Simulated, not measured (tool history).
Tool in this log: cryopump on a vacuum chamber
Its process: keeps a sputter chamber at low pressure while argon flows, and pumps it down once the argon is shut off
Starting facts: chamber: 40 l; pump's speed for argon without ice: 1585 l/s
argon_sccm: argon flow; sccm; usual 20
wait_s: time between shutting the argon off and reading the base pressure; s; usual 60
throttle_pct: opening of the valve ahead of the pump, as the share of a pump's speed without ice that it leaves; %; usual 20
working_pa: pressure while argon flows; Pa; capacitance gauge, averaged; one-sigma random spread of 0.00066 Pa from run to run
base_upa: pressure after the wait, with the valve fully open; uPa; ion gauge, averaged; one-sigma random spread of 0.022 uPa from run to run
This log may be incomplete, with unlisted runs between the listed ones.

Run 1, day 0.000: usual settings. Result: working_pa 0.1084 Pa, base_upa 2.28 uPa.
Run 2, day 0.558: usual settings but argon_sccm 16 sccm. Result: working_pa 0.0857 Pa, base_upa 2.32 uPa.
Run 3, day 1.425: usual settings but throttle_pct 37 %. Result: working_pa 0.0583 Pa, base_upa 2.43 uPa.
Run 4, day 2.183: usual settings but throttle_pct 37 %. Result: working_pa 0.0592 Pa, base_upa 2.43 uPa.
Run 5, day 3.204: usual settings. Result: working_pa 0.1080 Pa, base_upa 2.51 uPa.
Run 6, day 4.079: usual settings. Result: working_pa 0.1098 Pa, base_upa 2.50 uPa.
Run 7, day 4.838: usual settings. Result: working_pa 0.1091 Pa, base_upa 2.47 uPa.
Run 8, day 5.662: usual settings but wait_s 86 s, throttle_pct 39 %. Result: working_pa 0.0582 Pa, base_upa 2.43 uPa.
Run 9, day 6.217: usual settings but wait_s 86 s, throttle_pct 16 %. Result: working_pa 0.1371 Pa, base_upa 2.53 uPa.
Run 10, day 6.958: usual settings but wait_s 86 s, throttle_pct 16 %. Result: working_pa 0.1369 Pa, base_upa 2.56 uPa.
Run 11, day 7.688: usual settings but argon_sccm 19 sccm, wait_s 40 s. Result: working_pa 0.1050 Pa, base_upa 2.96 uPa.
Run 12, day 8.517: usual settings but argon_sccm 26 sccm, wait_s 48 s. Result: working_pa 0.1436 Pa, base_upa 2.85 uPa.

4 ways to go on from here, each from the tool as it stands after run 12. What would each give?
Run A, day 9.008: usual settings but argon_sccm 32 sccm, wait_s 48 s, throttle_pct 16 %. Result: working_pa ?, base_upa ?.
Run B, day 9.008: usual settings but argon_sccm 40 sccm, wait_s 43 s, throttle_pct 34 %. Result: working_pa ?, base_upa ?.
Run C, day 9.008: usual settings but argon_sccm 33 sccm, throttle_pct 15 %. Result: working_pa ?, base_upa ?.
Run D, day 9.008: usual settings but argon_sccm 28 sccm, throttle_pct 56 %. Result: working_pa ?, base_upa ?.

run  working_pa  base_upa
  A      0.2209      2.96
  B      0.1338      3.04
  C      0.2411      2.82
  D      0.0596      2.84
Without the tool's hidden state the same runs would have given:
run  working_pa  base_upa
  A      0.2139      0.82
  B      0.1251      0.88
  C      0.2339      0.68
  D      0.0535      0.70
